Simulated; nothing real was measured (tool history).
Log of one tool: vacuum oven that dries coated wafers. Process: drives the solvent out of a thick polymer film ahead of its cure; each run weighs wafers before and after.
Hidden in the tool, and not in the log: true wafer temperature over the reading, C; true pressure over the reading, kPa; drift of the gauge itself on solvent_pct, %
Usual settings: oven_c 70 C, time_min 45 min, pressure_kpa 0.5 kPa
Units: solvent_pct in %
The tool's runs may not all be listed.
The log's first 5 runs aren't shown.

run    hour  oven_c  time_min  pressure_kpa  hours of work since the thermocouples were calibrated  hours of work since the vacuum gauge was cleaned of residue  solvent_pct
  6   286.9      70        45           0.5                                                    124                                                          930         3.42
  7   377.2      61        45           0.5                                                    176                                                          983         7.23
  8   458.6      70        45           0.5                                                    223                                                         1030         3.37
  9   518.7      70        45           0.5                                                    258                                                         1065         3.41
 10   591.4      70        45         0.459                                                    300                                                         1107         3.43
 11     649      70        45         0.459                                                    334                                                         1141         3.39
 12   710.4      70        62           0.5                                                    370                                                         1176         1.93
 13     790      70        62           0.5                                                    416                                                         1222         1.88
 14   861.8      70        62           0.5                                                    457                                                         1264         1.92
 15   930.8      70        62           0.5                                                    497                                                         1304         1.88
 16   994.5      70        35           0.5                                                    534                                                         1341          4.8
 17  1080.8      70        35           0.5                                                    585                                                         1391         4.72
 18  1139.3      70        45           0.5                                                    619                                                         1425          3.4
     1158.4  -- oven's thermocouples calibrated
 19    1223      70        32           0.5                                                     37                                                         1473         5.33
 20  1311.3      70        45           0.5                                                     89                                                         1524         3.41
 21  1374.4      70        45           0.5                                                    125                                                         1561          3.4
 22  1447.5      67        45           0.5                                                    168                                                         1603         4.62
 23  1536.2      67        45           0.5                                                    219                                                         1655         4.57
 24  1610.8      67        45           0.5                                                    263                                                         1698         4.61
 25  1670.1      70        45         0.365                                                    297                                                         1732         3.29
     1677.6  -- vacuum gauge cleaned of residue and calibrated
 26  1715.2      70        45         0.365                                                    322                                                           22         3.37
 27  1804.3      70        28         1.163                                                    374                                                           74         6.22

Forecast run 28:
 28  1879.6      70        28         1.163                                                    418                                                          117            ?

{"run 28": {"solvent_pct": 6.21}}
Without the tool's hidden state the same run would have given solvent_pct 6.22 %.
